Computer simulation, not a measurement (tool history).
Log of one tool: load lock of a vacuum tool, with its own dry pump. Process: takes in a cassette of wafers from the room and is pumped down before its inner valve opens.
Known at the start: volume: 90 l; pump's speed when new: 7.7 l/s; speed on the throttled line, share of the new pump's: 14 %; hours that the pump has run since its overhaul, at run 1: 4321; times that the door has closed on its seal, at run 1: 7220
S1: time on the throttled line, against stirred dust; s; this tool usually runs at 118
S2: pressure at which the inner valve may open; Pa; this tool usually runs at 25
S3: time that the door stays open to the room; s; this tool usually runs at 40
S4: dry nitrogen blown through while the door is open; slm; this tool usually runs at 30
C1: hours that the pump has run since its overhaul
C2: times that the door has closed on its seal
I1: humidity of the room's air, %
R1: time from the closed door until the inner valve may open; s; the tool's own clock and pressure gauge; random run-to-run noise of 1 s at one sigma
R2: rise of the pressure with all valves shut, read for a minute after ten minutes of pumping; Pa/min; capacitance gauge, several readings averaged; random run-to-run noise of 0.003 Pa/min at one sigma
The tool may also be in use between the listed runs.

Run 1, hour 0: usual settings; C1 4321; C2 7220; I1 43.8. Result: R1 201.7 s, R2 0.046 Pa/min.
Run 2, hour 103.6: usual settings; C1 4425; C2 7357; I1 43.2. Result: R1 203.4 s, R2 0.044 Pa/min.
Run 3, hour 224: usual settings; C1 4546; C2 7516; I1 47. Result: R1 203.6 s, R2 0.041 Pa/min.
Run 4, hour 383.2: usual settings but S3 53 s; C1 4705; C2 7727; I1 43.9. Result: R1 201.1 s, R2 0.047 Pa/min.
Run 5, hour 537.6: usual settings but S4 8 slm; C1 4859; C2 7931; I1 44.6. Result: R1 200.3 s, R2 0.051 Pa/min.
Run 6, hour 688.2: usual settings but S4 8 slm; C1 5010; C2 8130; I1 44.7. Result: R1 202.7 s, R2 0.06 Pa/min.
Run 7, hour 838.8: usual settings but S1 177 s, S2 20 Pa, S3 73 s, S4 6 slm; C1 5160; C2 8329; I1 47.2. Result: R1 255.5 s, R2 0.078 Pa/min.
Run 8, hour 940.5: usual settings but S2 19 Pa; C1 5262; C2 8464; I1 41.3. Result: R1 205.1 s, R2 0.04 Pa/min.
Run 9, hour 1095.9: usual settings but S2 30 Pa, S4 27 slm; C1 5417; C2 8669; I1 44.5. Result: R1 199.7 s, R2 0.045 Pa/min.
Run 10, hour 1252.9: usual settings but S1 66 s, S2 30 Pa, S4 27 slm; C1 5574; C2 8877; I1 43.5. Result: R1 155.8 s, R2 0.046 Pa/min.
Run 11, hour 1422.1: usual settings but S1 167 s, S2 29 Pa, S4 27 slm; C1 5744; C2 9101; I1 42.8. Result: R1 245.2 s, R2 0.046 Pa/min.

What if the next run were any one of these 5? Each begins from the tool's condition after run 11:
Run A, hour 1593.9: usual settings but S2 22 Pa; C1 5915; C2 9328; I1 47.6. Result: R1 ?, R2 ?.
Run B, hour 1593.9: usual settings but S1 66 s, S3 30 s, S4 16 slm; C1 5915; C2 9328; I1 44. Result: R1 ?, R2 ?.
Run C, hour 1593.9: usual settings but S1 147 s, S2 22 Pa, S4 13 slm; C1 5915; C2 9328; I1 44.1. Result: R1 ?, R2 ?.
Run D, hour 1593.9: usual settings but S3 186 s; C1 5915; C2 9328; I1 48.3. Result: R1 ?, R2 ?.
Run E, hour 1593.9: usual settings but S1 197 s, S2 24 Pa, S3 130 s; C1 5915; C2 9328; I1 43.8. Result: R1 ?, R2 ?.

run     R1     R2
  A  203.3  0.044
  B  157.8  0.053
  C  226.9  0.057
  D  202.7  0.096
  E  270.2  0.077
What these runs would have given with no unlogged condition in the tool:
run     R1     R2
  A  199.2  0.022
  B  153.4  0.031
  C    223  0.034
  D  198.6  0.073
  E  266.7  0.054

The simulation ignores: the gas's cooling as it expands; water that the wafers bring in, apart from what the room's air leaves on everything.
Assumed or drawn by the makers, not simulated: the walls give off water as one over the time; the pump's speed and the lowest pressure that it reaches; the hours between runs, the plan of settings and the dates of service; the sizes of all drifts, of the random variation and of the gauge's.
